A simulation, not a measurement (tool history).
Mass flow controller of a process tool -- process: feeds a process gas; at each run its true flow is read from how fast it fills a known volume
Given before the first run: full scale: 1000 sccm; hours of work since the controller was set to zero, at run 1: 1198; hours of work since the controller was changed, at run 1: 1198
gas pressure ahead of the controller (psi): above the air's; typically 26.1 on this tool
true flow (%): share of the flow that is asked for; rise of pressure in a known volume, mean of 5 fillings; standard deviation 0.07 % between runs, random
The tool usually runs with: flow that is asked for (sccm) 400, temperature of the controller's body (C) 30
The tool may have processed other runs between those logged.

run	hour	flow that is asked for (sccm)	gas pressure ahead of the controller (psi)	temperature of the controller's body (C)	hours of work since the controller was set to zero	hours of work since the controller was changed	true flow (%)
1	0.0	400	26.1	30	1198	1198	97.30
2	179.8	400	26.1	30	1256	1256	97.08
3	434.8	400	31.5	30	1338	1338	96.89
4	715.1	400	26.1	30	1428	1428	97.17
5	905.7	400	26.1	30	1489	1489	97.15
6	1101.1	400	26.1	30	1552	1552	97.16
7	1384.3	400	26.1	24	1643	1643	97.48
# hour 1400.9: controller's zero set anew
8	1661.7	400	26.1	30	84	1731	96.87
9	1808.2	852	26.1	30	131	1779	98.53
10	2045.6	374	22.5	26	207	1855	97.21
11	2323.0	374	22.5	26	296	1944	97.36
12	2503.8	374	20.5	25	354	2002	97.46
13	2642.1	374	20.5	25	399	2046	97.34
14	2765.3	375	30.3	20	438	2086	97.31
# hour 2910.5: controller's zero set anew, once more
15	3004.8	375	30.3	20	30	2163	97.83
16	3218.5	400	21.2	21	99	2231	98.38
17	3397.3	181	20.9	21	156	2289	97.61

Branching from run 17: 5 alternative next runs. What would each branch give?
A	3671.7	400	24.4	22	244	2377	?
B	3671.7	319	20.9	21	244	2377	?
C	3671.7	181	31.0	21	244	2377	?
D	3671.7	400	22.9	30	244	2377	?
E	3671.7	181	26.8	28	244	2377	?

run	true flow (%)
A	98.03
B	97.97
C	96.97
D	97.33
E	96.54
Without the tool's hidden state the same runs would have given:
run	true flow (%)
A	98.69
B	98.65
C	97.70
D	98.00
E	97.28

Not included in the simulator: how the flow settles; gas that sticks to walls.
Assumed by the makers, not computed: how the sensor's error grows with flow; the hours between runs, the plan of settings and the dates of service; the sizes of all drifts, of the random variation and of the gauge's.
